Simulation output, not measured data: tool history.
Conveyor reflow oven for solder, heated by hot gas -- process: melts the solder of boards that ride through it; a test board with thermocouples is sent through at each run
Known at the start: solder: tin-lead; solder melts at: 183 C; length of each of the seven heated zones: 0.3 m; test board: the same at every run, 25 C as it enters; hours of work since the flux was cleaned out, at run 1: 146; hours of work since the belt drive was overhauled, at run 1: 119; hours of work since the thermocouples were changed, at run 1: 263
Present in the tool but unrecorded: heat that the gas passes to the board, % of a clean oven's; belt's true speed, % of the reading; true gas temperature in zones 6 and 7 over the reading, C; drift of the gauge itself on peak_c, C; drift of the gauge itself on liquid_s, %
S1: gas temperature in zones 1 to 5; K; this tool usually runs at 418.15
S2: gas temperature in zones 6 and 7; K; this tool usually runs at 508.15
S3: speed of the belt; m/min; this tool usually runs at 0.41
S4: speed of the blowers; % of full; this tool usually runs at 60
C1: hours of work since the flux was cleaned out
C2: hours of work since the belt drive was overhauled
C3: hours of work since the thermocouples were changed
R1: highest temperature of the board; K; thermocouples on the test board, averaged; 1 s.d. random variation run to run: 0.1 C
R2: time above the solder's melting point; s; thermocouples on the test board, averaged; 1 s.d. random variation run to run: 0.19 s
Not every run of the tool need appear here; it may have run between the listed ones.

{"run": 1, "hour": 0.0, "S1": 418.15, "S2": 508.15, "S3": 0.41, "S4": 60, "C1": 146, "C2": 119, "C3": 263, "R1": 489.65, "R2": 67.2}
{"run": 2, "hour": 31.7, "S1": 418.15, "S2": 508.15, "S3": 0.41, "S4": 60, "C1": 166, "C2": 138, "C3": 282, "R1": 489.65, "R2": 67.3}
{"hour": 50.5, "done": "flux residue cleaned out of gas plates and filters"}
{"run": 3, "hour": 57.7, "S1": 418.15, "S2": 508.15, "S3": 0.41, "S4": 60, "C1": 4, "C2": 151, "C3": 295, "R1": 490.45, "R2": 68}
{"run": 4, "hour": 82.4, "S1": 418.15, "S2": 508.15, "S3": 0.41, "S4": 60, "C1": 20, "C2": 166, "C3": 310, "R1": 490.35, "R2": 68.1}
{"run": 5, "hour": 123.8, "S1": 418.15, "S2": 508.15, "S3": 0.41, "S4": 60, "C1": 45, "C2": 191, "C3": 336, "R1": 490.25, "R2": 67.9}
{"run": 6, "hour": 143.5, "S1": 429.15, "S2": 508.15, "S3": 0.41, "S4": 60, "C1": 57, "C2": 203, "C3": 348, "R1": 492.35, "R2": 75.7}
{"run": 7, "hour": 179.6, "S1": 429.15, "S2": 508.15, "S3": 0.41, "S4": 60, "C1": 79, "C2": 226, "C3": 370, "R1": 492.35, "R2": 75.5}
{"run": 8, "hour": 212.0, "S1": 418.15, "S2": 508.15, "S3": 0.41, "S4": 60, "C1": 99, "C2": 245, "C3": 390, "R1": 490.15, "R2": 67.9}
{"run": 9, "hour": 252.3, "S1": 428.15, "S2": 519.15, "S3": 0.366, "S4": 65, "C1": 124, "C2": 270, "C3": 414, "R1": 506.15, "R2": 94.3}
{"run": 10, "hour": 282.4, "S1": 428.15, "S2": 519.15, "S3": 0.361, "S4": 65, "C1": 142, "C2": 289, "C3": 433, "R1": 506.55, "R2": 95.8}
{"run": 11, "hour": 325.4, "S1": 428.15, "S2": 519.15, "S3": 0.361, "S4": 65, "C1": 168, "C2": 315, "C3": 459, "R1": 506.55, "R2": 95.9}
{"hour": 341.5, "done": "flux residue cleaned out of gas plates and filters"}
{"run": 12, "hour": 359.1, "S1": 428.15, "S2": 519.15, "S3": 0.361, "S4": 65, "C1": 11, "C2": 332, "C3": 477, "R1": 506.95, "R2": 96.6}
{"run": 13, "hour": 385.4, "S1": 411.15, "S2": 514.15, "S3": 0.36, "S4": 87, "C1": 27, "C2": 349, "C3": 493, "R1": 505.05, "R2": 88.1}
{"run": 14, "hour": 413.4, "S1": 413.15, "S2": 504.15, "S3": 0.36, "S4": 66, "C1": 44, "C2": 366, "C3": 510, "R1": 491.75, "R2": 78.6}
{"run": 15, "hour": 436.8, "S1": 413.15, "S2": 504.15, "S3": 0.36, "S4": 66, "C1": 58, "C2": 380, "C3": 524, "R1": 491.65, "R2": 78.4}
{"run": 16, "hour": 480.6, "S1": 408.15, "S2": 504.15, "S3": 0.36, "S4": 70, "C1": 85, "C2": 407, "C3": 551, "R1": 491.95, "R2": 76.3}

Consider 4 possible next runs. They are alternatives, not a sequence: every one starts from the tool as it was left by run 16. What does each give?
{"run": "A", "hour": 501.5, "S1": 404.15, "S2": 504.15, "S3": 0.399, "S4": 87, "C1": 98, "C2": 420, "C3": 564, "R1": "?", "R2": "?"}
{"run": "B", "hour": 501.5, "S1": 418.15, "S2": 508.15, "S3": 0.459, "S4": 74, "C1": 98, "C2": 420, "C3": 564, "R1": "?", "R2": "?"}
{"run": "C", "hour": 501.5, "S1": 418.15, "S2": 502.15, "S3": 0.41, "S4": 60, "C1": 98, "C2": 420, "C3": 564, "R1": "?", "R2": "?"}
{"run": "D", "hour": 501.5, "S1": 426.15, "S2": 501.15, "S3": 0.367, "S4": 60, "C1": 98, "C2": 420, "C3": 564, "R1": "?", "R2": "?"}

run=A R1=491.85 R2=67.7
run=B R1=490.45 R2=61.4
run=C R1=485.45 R2=63.4
run=D R1=489.05 R2=80.7
Take away the tool's hidden state, keep each run's random variation, and the runs would have read:
run=A R1=491.55 R2=67.3
run=B R1=490.25 R2=61
run=C R1=485.05 R2=62.8
run=D R1=488.55 R2=79.9
